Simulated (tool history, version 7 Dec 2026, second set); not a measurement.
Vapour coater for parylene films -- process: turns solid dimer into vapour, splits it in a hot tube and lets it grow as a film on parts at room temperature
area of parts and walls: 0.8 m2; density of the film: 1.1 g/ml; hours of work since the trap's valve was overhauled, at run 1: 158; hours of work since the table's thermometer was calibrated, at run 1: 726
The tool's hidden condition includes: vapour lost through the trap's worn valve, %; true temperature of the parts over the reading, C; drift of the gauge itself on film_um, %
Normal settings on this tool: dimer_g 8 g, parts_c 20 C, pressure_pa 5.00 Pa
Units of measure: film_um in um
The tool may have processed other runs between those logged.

| run | hour | dimer_g | parts_c | pressure_pa | hours of work since the trap's valve was overhauled | hours of work since the table's thermometer was calibrated | film_um |
|---|---|---|---|---|---|---|---|
| 1 | 0.0 | 8 | 20 | 5.00 | 158 | 726 | 4.15 |
| 2 | 30.2 | 8 | 20 | 5.00 | 171 | 739 | 4.10 |
| 3 | 60.0 | 8 | 20 | 5.00 | 184 | 752 | 4.08 |
| 4 | 81.8 | 5 | 20 | 5.00 | 193 | 762 | 2.56 |
| 5 | 103.8 | 5 | 20 | 5.00 | 203 | 771 | 2.54 |
| 6 | 139.7 | 5 | 20 | 5.00 | 218 | 787 | 2.54 |
| 7 | 169.1 | 8 | 20 | 5.00 | 231 | 800 | 4.03 |
|  | 198.3 | trap's valve overhauled |
| 8 | 206.5 | 8 | 20 | 5.00 | 4 | 814 | 4.27 |
| 9 | 241.2 | 8 | 20 | 5.00 | 19 | 829 | 4.24 |
| 10 | 283.7 | 8 | 20 | 9.32 | 37 | 848 | 3.96 |
| 11 | 314.1 | 8 | 20 | 5.39 | 50 | 861 | 4.18 |
| 12 | 346.2 | 11 | 16 | 5.00 | 64 | 875 | 6.22 |
| 13 | 365.8 | 10 | 12 | 11.59 | 73 | 883 | 5.55 |
| 14 | 398.0 | 3 | 23 | 5.00 | 87 | 898 | 1.48 |
| 15 | 429.1 | 3 | 31 | 5.00 | 100 | 911 | 1.26 |
|  | 436.8 | table's thermometer calibrated |
| 16 | 469.3 | 6 | 14 | 8.38 | 118 | 14 | 3.24 |
| 17 | 490.4 | 6 | 14 | 8.38 | 127 | 23 | 3.23 |
| 18 | 533.4 | 7 | 23 | 6.36 | 145 | 42 | 3.26 |
| 19 | 558.9 | 7 | 23 | 6.36 | 157 | 53 | 3.26 |

Predict each of these 3 candidate next runs independently; none follows another, all start after run 19:
| A | 596.6 | 7 | 24 | 10.70 | 173 | 70 | ? |
| B | 596.6 | 7 | 20 | 4.10 | 173 | 70 | ? |
| C | 596.6 | 8 | 16 | 11.67 | 173 | 70 | ? |

| run | film_um |
|---|---|
| A | 3.00 |
| B | 3.61 |
| C | 3.94 |
With the hidden condition removed and each run's random variation left untouched, the same runs would have given:
| run | film_um |
|---|---|
| A | 3.14 |
| B | 3.79 |
| C | 4.13 |

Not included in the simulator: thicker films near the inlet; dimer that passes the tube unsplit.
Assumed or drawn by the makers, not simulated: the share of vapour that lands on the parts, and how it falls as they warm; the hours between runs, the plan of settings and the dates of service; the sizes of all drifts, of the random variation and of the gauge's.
